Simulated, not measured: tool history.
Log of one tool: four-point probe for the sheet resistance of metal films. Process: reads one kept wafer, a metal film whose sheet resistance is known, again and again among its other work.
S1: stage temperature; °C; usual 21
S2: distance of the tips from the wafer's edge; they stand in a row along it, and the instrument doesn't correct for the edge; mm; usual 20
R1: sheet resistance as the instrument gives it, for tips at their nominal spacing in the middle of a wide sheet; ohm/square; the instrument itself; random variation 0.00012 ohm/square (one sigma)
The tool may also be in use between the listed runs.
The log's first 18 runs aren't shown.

run,hour,S1,S2,R1
19,364.3,21,20,0.611389
20,386.9,24,54,0.610347
21,412.7,25,5,0.613392
22,436.3,31,5,0.611576
23,448,20,16,0.612291
24,475.3,20,16,0.612211
25,487.2,20,4,0.617109
26,502.4,20,4,0.617088
27,521.2,21,33,0.611766
28,538.1,21,33,0.611878
29,556.4,26,14,0.610364
30,572.5,26,14,0.610529
31,590,26,14,0.610543
32,605.7,26,14,0.61092
33,626.8,23,55,0.611332

Forecast each of these 3 alternatives for the next run:
A,649.9,19,51,?
B,649.9,23,54,?
C,649.9,21,47,?

run,R1
A,0.61274
B,0.611304
C,0.612065
Without the tool's hidden state the same runs would have given:
run,R1
A,0.613741
B,0.612298
C,0.613062
